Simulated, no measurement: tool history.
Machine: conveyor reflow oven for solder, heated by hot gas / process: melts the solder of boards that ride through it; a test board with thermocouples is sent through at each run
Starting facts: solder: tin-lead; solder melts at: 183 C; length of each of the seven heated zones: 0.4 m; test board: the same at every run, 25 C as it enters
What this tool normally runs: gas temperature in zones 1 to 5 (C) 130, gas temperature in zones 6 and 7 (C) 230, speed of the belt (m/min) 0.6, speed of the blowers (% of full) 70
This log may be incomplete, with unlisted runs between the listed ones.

run,day,gas temperature in zones 1 to 5 (C),gas temperature in zones 6 and 7 (C),speed of the belt (m/min),speed of the blowers (% of full),highest temperature of the board (C),time above the solder's melting point (s)
1,0,130,230,0.6,70,204.4,43.7
# day 2.317: flux residue cleaned out of gas plates and filters
2,2.379,130,230,0.6,70,206.6,46.7
3,5.038,130,230,0.688,70,201.1,32.9
4,7.188,130,230,0.688,70,200.7,30.9
5,8.879,130,230,0.688,70,199.3,31.2
6,10.892,130,230,0.6,70,205,44.4
# day 12.679: flux residue cleaned out of gas plates and filters
7,13.679,130,230,0.6,70,206.7,46.5
# day 14.404: thermocouples of zones 6 and 7 changed
8,15.329,130,230,0.6,70,208.9,49.4
9,18.121,130,230,0.6,85,211.2,52
10,20.612,130,230,0.6,70,206.8,47
11,22.375,138,230,0.6,70,209.7,51.4
# day 23.196: flux residue cleaned out of gas plates and filters
12,24.688,138,230,0.6,71,209.6,53.8
# day 26.471: belt drive overhauled, speed set with a stopwatch
13,27.567,138,230,0.6,56,206.9,48
14,29.738,130,230,0.6,62,206.4,44.6
15,32.496,130,230,0.6,62,204.2,45
# day 33.717: belt drive overhauled, speed set with a stopwatch, once more
# day 33.925: flux residue cleaned out of gas plates and filters
16,35.4,130,240,0.652,70,212.5,46.6
17,37.162,144,240,0.493,50,221.2,77.9
18,38.529,144,240,0.493,50,219.9,78.9
19,41.504,117,230,0.6,63,200.7,35.5
20,43.6,117,230,0.6,63,201.4,34.5
# day 44.283: flux residue cleaned out of gas plates and filters
21,46.542,119,230,0.6,76,206.1,41.8
22,49.05,132,230,0.6,75,207.7,48.8
23,50.588,129,230,0.6,57,203.6,39.8
24,53.562,142,226,0.691,87,203.4,39.7
# day 54.675: flux residue cleaned out of gas plates and filters
25,55.329,142,226,0.691,87,204.9,41.2
26,57.708,130,230,0.617,73,205.6,43.6
27,59.688,145,245,0.697,87,218.7,54.9
28,61.262,145,245,0.697,87,218.2,54.4
29,62.771,128,245,0.697,60,206.9,37.9

Here are 4 independent what-if runs from the current tool condition. What would each one return?
A,64.379,130,230,0.6,55,?,?
B,64.379,133,240,0.661,70,?,?
C,64.379,128,245,0.505,80,?,?
D,64.379,128,242,0.697,53,?,?

run,highest temperature of the board (C),time above the solder's melting point (s)
A,201.3,38.7
B,209.9,44.5
C,225,74.7
D,203.6,32.3
Had the tool no hidden state, the same runs would have come out as:
run,highest temperature of the board (C),time above the solder's melting point (s)
A,204.8,43.3
B,213.7,48
C,228.8,77.2
D,207.2,36.3
